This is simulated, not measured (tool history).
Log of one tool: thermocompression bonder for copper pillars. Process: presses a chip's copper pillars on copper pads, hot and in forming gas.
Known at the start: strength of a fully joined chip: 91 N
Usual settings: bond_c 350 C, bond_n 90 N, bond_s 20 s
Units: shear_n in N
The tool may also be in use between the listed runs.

run,hour,bond_c,bond_n,bond_s,shear_n
1,0,350,90,20,32
2,10.4,350,88,20,31.4
3,17.8,350,88,20,31.1
4,26.6,350,90,20,31.4
5,37,350,90,20,31.8
6,48.7,350,90,20,31.9
7,66,350,90,20,31.5
8,76.3,361,90,20,34.1
9,83.8,350,90,20,31.5
10,94.2,350,90,20,31.8
11,107.4,350,90,20,31.6
12,118.7,350,90,20,31.6
13,131.5,350,90,20,31
14,149.4,350,90,20,30.8
15,158.2,359,90,20,33.5
# hour 164.8: forming gas filter changed
16,168.2,359,90,20,35.5
17,181.5,359,90,20,35.8
18,191.6,359,90,20,35.5
# hour 194.9: heater calibrated with a thermocouple chip
19,206.9,359,90,20,35.4
20,217.4,359,90,20,35.6
21,224.8,324,90,20,26.5
22,232.5,324,90,20,25.7
# hour 237.4: heater calibrated with a thermocouple chip, once more
23,242,324,90,20,27.4
24,253.2,351,57,19,22.1
25,265.4,350,57,17,20.9
26,281.3,350,57,17,20.4
27,289.5,350,57,17,20.7
28,303,320,90,24,27.8
29,311.9,363,74,25,34.2
30,330,330,84,20,25.8
31,347.9,322,90,20,26.3
32,362.6,335,67,20,22.5
33,376.9,338,90,28,34.9
34,392.8,375,100,23,45.8
35,404.2,375,100,37,53.1
36,420.1,375,100,37,52.5
37,428.5,364,104,17,39.2
38,445.6,350,69,24,27.2
39,464,350,69,24,27.6
40,480.8,357,69,24,29.1
41,492.6,375,57,31,31.9

Measured less the same run without the tool's hidden state. The same run-to-run variation is in both; the gauge's scatter may not be:
The hidden state here: true temperature of the bond over the reading, C; force that reaches the chip, % of what is set; oxide that the forming gas leaves, % of the face; drift of the gauge itself on shear_n, %.
run,shear_n
1,-2.5
2,-2.6
3,-2.6
4,-2.7
5,-2.7
6,-2.9
7,-2.9
8,-3.2
9,-3.1
10,-3.2
11,-3.2
12,-3.3
13,-3.3
14,-3.4
15,-3.7
16,-0.7
17,-0.8
18,-0.8
19,-1.4
20,-1.4
21,-1.3
22,-1.3
23,-0.3
24,-0.3
25,-0.4
26,-0.4
27,-0.5
28,-0.7
29,-0.9
30,-0.7
31,-0.8
32,-0.8
33,-1.3
34,-1.7
35,-2.1
36,-2.3
37,-1.8
38,-1.4
39,-1.5
40,-1.6
41,-1.8

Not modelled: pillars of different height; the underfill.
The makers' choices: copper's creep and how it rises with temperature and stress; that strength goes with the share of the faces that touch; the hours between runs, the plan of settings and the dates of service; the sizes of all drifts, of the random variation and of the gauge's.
